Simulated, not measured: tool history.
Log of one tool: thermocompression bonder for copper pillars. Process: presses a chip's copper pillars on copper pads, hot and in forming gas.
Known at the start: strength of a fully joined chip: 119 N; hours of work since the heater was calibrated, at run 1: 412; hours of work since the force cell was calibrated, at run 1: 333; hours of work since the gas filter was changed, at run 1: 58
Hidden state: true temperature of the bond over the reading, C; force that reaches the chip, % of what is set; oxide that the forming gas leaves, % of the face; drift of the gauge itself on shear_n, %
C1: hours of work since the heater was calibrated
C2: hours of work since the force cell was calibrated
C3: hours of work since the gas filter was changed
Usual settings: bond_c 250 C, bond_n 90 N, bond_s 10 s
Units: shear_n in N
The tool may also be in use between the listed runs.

run 1 day=0 | bond_c=250 bond_n=90 bond_s=10 | C1=412 C2=333 C3=58 | shear_n=69.7
run 2 day=1.054 | bond_c=250 bond_n=90 bond_s=10 | C1=424 C2=346 C3=70 | shear_n=68.5
run 3 day=2.279 | bond_c=250 bond_n=90 bond_s=10 | C1=439 C2=360 C3=84 | shear_n=69.4
run 4 day=3.642 | bond_c=250 bond_n=90 bond_s=10 | C1=454 C2=375 C3=100 | shear_n=68.8
run 5 day=5.033 | bond_c=250 bond_n=90 bond_s=10 | C1=470 C2=391 C3=116 | shear_n=68.8
run 6 day=6.508 | bond_c=259 bond_n=90 bond_s=10 | C1=487 C2=408 C3=133 | shear_n=77.2
run 7 day=7.196 | bond_c=250 bond_n=90 bond_s=20 | C1=495 C2=416 C3=141 | shear_n=85.2
run 8 day=8.833 | bond_c=250 bond_n=90 bond_s=20 | C1=514 C2=435 C3=160 | shear_n=83.8
run 9 day=9.938 | bond_c=250 bond_n=90 bond_s=20 | C1=527 C2=448 C3=172 | shear_n=83.7
run 10 day=11.358 | bond_c=250 bond_n=90 bond_s=10 | C1=543 C2=464 C3=189 | shear_n=69.5
-- day=12.758 forming gas filter changed
run 11 day=12.842 | bond_c=250 bond_n=90 bond_s=10 | C1=560 C2=481 C3=1 | shear_n=71.6
run 12 day=14.512 | bond_c=250 bond_n=90 bond_s=20 | C1=579 C2=500 C3=20 | shear_n=85
run 13 day=16.008 | bond_c=250 bond_n=90 bond_s=20 | C1=596 C2=518 C3=37 | shear_n=85.8
run 14 day=16.775 | bond_c=250 bond_n=90 bond_s=20 | C1=605 C2=526 C3=46 | shear_n=88.1
run 15 day=17.529 | bond_c=250 bond_n=90 bond_s=20 | C1=614 C2=535 C3=55 | shear_n=86.1
run 16 day=18.625 | bond_c=250 bond_n=90 bond_s=20 | C1=627 C2=548 C3=68 | shear_n=86.2
run 17 day=19.354 | bond_c=250 bond_n=90 bond_s=10 | C1=635 C2=556 C3=76 | shear_n=69.8
run 18 day=20.55 | bond_c=250 bond_n=90 bond_s=10 | C1=649 C2=570 C3=90 | shear_n=69.5
run 19 day=21.904 | bond_c=260 bond_n=90 bond_s=10 | C1=664 C2=586 C3=105 | shear_n=79.2
run 20 day=22.95 | bond_c=250 bond_n=90 bond_s=10 | C1=676 C2=598 C3=117 | shear_n=72.2
run 21 day=23.679 | bond_c=244 bond_n=90 bond_s=10 | C1=685 C2=606 C3=126 | shear_n=66.4
run 22 day=25.167 | bond_c=274 bond_n=58 bond_s=22 | C1=702 C2=623 C3=143 | shear_n=78.5
run 23 day=26.646 | bond_c=274 bond_n=112 bond_s=22 | C1=719 C2=640 C3=160 | shear_n=109.8
run 24 day=27.346 | bond_c=227 bond_n=61 bond_s=22 | C1=727 C2=648 C3=168 | shear_n=46.8
run 25 day=28.267 | bond_c=250 bond_n=66 bond_s=10 | C1=738 C2=659 C3=179 | shear_n=55.4
run 26 day=29.233 | bond_c=224 bond_n=109 bond_s=24 | C1=749 C2=670 C3=190 | shear_n=79
-- day=30.488 forming gas filter changed
run 27 day=30.854 | bond_c=234 bond_n=126 bond_s=8 | C1=767 C2=688 C3=4 | shear_n=74.6
run 28 day=32.012 | bond_c=234 bond_n=126 bond_s=8 | C1=781 C2=702 C3=18 | shear_n=74
run 29 day=33.55 | bond_c=224 bond_n=59 bond_s=6 | C1=798 C2=720 C3=35 | shear_n=25.8
run 30 day=34.704 | bond_c=276 bond_n=59 bond_s=6 | C1=812 C2=733 C3=49 | shear_n=56.8
run 31 day=35.629 | bond_c=276 bond_n=59 bond_s=6 | C1=822 C2=743 C3=59 | shear_n=57.6
run 32 day=36.846 | bond_c=227 bond_n=123 bond_s=10 | C1=836 C2=758 C3=73 | shear_n=71.5
run 33 day=37.904 | bond_c=227 bond_n=123 bond_s=10 | C1=849 C2=770 C3=85 | shear_n=71.3
run 34 day=38.917 | bond_c=245 bond_n=69 bond_s=27 | C1=860 C2=781 C3=97 | shear_n=75.6
run 35 day=40.15 | bond_c=245 bond_n=69 bond_s=27 | C1=874 C2=796 C3=111 | shear_n=74.4
run 36 day=41.808 | bond_c=263 bond_n=65 bond_s=6 | C1=894 C2=815 C3=130 | shear_n=53.9
run 37 day=42.958 | bond_c=271 bond_n=98 bond_s=6 | C1=907 C2=828 C3=144 | shear_n=83.5
run 38 day=43.862 | bond_c=271 bond_n=73 bond_s=18 | C1=917 C2=838 C3=154 | shear_n=88.3
run 39 day=44.638 | bond_c=262 bond_n=84 bond_s=21 | C1=926 C2=847 C3=163 | shear_n=94.7
run 40 day=45.554 | bond_c=262 bond_n=84 bond_s=21 | C1=937 C2=858 C3=174 | shear_n=93.5

3 ways to go on from here, each from the tool as it stands after run 40. What would each give?
run A day=46.504 | bond_c=227 bond_n=90 bond_s=20 | C1=948 C2=869 C3=185 | shear_n=?
run B day=46.504 | bond_c=250 bond_n=109 bond_s=6 | C1=948 C2=869 C3=185 | shear_n=?
run C day=46.504 | bond_c=250 bond_n=125 bond_s=23 | C1=948 C2=869 C3=185 | shear_n=?

run=A shear_n=68
run=B shear_n=72.1
run=C shear_n=108.1
Without the tool's hidden state the same runs would have given:
run=A shear_n=60.8
run=B shear_n=65.3
run=C shear_n=104.4
